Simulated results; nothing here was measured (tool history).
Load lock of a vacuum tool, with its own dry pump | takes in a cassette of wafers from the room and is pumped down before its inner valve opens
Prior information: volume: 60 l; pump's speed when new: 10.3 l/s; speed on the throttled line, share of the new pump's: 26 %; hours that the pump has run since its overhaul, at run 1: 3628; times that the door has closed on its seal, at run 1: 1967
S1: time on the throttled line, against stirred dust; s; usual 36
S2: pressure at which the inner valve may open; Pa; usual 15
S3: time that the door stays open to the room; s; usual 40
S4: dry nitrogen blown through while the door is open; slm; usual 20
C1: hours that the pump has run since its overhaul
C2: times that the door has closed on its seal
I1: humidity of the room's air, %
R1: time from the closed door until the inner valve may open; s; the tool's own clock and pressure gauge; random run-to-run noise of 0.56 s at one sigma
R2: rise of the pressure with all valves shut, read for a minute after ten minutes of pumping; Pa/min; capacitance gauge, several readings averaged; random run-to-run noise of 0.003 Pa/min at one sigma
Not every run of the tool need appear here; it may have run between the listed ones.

run	hour	S1	S2	S3	S4	C1	C2	I1	R1	R2
1	0.0	36	15	40	20	3628	1967	45.5	81.2	0.038
2	222.0	36	15	40	20	3850	2246	47.7	81.3	0.035
3	538.1	36	15	40	20	4166	2643	41.5	80.6	0.043
4	827.1	36	15	40	33	4455	3007	48.5	80.3	0.040
5	1107.0	36	15	40	33	4735	3358	44.8	81.1	0.038
6	1441.4	36	15	40	33	5070	3779	48.1	80.5	0.045
7	1822.8	36	15	40	33	5451	4258	43.9	82.5	0.045
8	2163.5	36	15	40	33	5792	4686	44.5	82.5	0.053
9	2375.7	36	15	40	33	6004	4953	43.4	83.4	0.053
10	2708.0	36	15	36	20	6336	5370	48.0	83.8	0.065
11	2863.8	36	15	36	20	6492	5566	43.4	83.8	0.062
12	3071.1	36	15	36	20	6699	5827	42.9	84.0	0.066
13	3397.8	36	15	36	20	7026	6237	44.2	83.6	0.071
14	3728.9	36	15	36	20	7357	6653	43.1	83.4	0.076
15	3910.4	36	15	36	20	7539	6881	44.3	84.1	0.075
16	4287.1	36	15	36	20	7915	7355	43.5	84.0	0.079
17	4575.5	36	15	36	20	8204	7717	48.1	84.8	0.086
18	4777.6	36	15	36	20	8406	7971	46.1	85.2	0.092
19	5065.7	68	15	91	16	8694	8333	44.7	107.3	0.112
20	5425.8	68	15	91	16	9054	8786	41.1	108.8	0.113

Run 21 is up next; what results do you expect?
21	5663.0	68	15	91	16	9291	9084	48.5	?	?

{"run 21": {"R1": 108.2, "R2": 0.119}}
On a tool with no hidden condition, and with the same random variation, this run would have come out at R1 102.3 s, R2 0.035 Pa/min.

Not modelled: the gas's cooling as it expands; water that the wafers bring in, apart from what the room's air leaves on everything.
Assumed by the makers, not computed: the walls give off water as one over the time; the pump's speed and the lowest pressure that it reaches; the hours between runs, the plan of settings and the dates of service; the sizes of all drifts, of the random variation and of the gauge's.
